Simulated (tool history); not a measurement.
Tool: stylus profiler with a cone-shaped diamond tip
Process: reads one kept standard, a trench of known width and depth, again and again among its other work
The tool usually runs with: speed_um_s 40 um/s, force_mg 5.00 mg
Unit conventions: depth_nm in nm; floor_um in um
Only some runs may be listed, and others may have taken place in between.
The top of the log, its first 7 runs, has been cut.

run,hour,speed_um_s,force_mg,scans with this tip,hours of work since the height scale was calibrated,depth_nm,floor_um
8,824.9,40,5.00,23425,663,100.53,16.59
9,899.4,38,5.00,23931,721,100.57,16.58
10,976.8,21,5.00,24457,781,100.57,16.61
11,1048.8,40,5.00,24946,837,100.61,16.52
12,1194.4,33,5.00,25934,950,100.51,16.52
13,1300.2,33,5.00,26652,1032,100.43,16.50
14,1397.5,33,5.00,27313,1107,100.48,16.46
15,1477.3,126,5.00,27854,1169,100.34,16.17
16,1545.4,126,5.00,28317,1222,100.41,16.16
17,1654.6,98,5.00,29058,1307,100.46,16.22

The next listed run, before its measurement:
18,1755.9,35,4.43,29746,1386,?,?

{"run 18": {"depth_nm": 100.24, "floor_um": 16.33}}
Had the tool carried no hidden state, the very same run would have given depth_nm 100.87 nm, floor_um 17.88 um.
